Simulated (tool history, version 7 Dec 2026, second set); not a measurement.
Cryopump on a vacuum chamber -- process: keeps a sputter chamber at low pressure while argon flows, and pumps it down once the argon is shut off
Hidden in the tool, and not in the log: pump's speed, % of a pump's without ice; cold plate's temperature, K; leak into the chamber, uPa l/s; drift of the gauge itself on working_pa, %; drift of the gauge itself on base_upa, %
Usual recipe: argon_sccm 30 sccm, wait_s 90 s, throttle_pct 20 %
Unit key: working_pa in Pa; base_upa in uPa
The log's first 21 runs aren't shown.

run     day  argon_sccm  wait_s  throttle_pct  hours of work since the pump was warmed up and emptied  hours of work since the cold head was overhauled  hours of work since the chamber's fittings were tightened  working_pa  base_upa
 22  19.875          30      49            17                                                     166                                              1330                                                       2041      0.2862       3.8
 23  21.208          36      78            54                                                     192                                              1356                                                       2067       0.113      3.17
 24  21.979          12      78            59                                                     207                                              1371                                                       2082      0.0331      3.14
 25  22.746          12      73            18                                                     222                                              1386                                                       2097      0.1071      3.19
 26  24.229          12      73            18                                                     251                                              1414                                                       2126      0.1078      3.29
 27  25.671          23      90            43                                                     279                                              1442                                                       2154      0.0891       3.1
 28   26.85          30      63            39                                                     301                                              1465                                                       2177      0.1291      3.61
 29  28.133          32      63            39                                                     326                                              1490                                                       2202      0.1356      3.62
 30  29.546          32      63            39                                                     354                                              1518                                                       2229      0.1373      3.72
 31  31.038          32     223            39                                                     383                                              1547                                                       2258      0.1389      2.73
 32  31.762          27      90            20                                                     397                                              1561                                                       2272      0.2224      3.36
 33  33.129          24      90            53                                                     424                                              1587                                                       2299      0.0792      3.36

Forecast each of these 3 alternatives for the next run:
  A  34.404          24     185            16                                                     448                                              1612                                                       2323           ?         ?
  B  34.404          44      90            20                                                     448                                              1612                                                       2323           ?         ?
  C  34.404          30      90            58                                                     448                                              1612                                                       2323           ?         ?

run  working_pa  base_upa
  A      0.2464      3.04
  B      0.3626      3.37
  C      0.0909      3.43
With the hidden condition removed and each run's random variation left untouched, the same runs would have given:
run  working_pa  base_upa
  A      0.2399      0.75
  B      0.3508      1.17
  C      0.0829      1.22
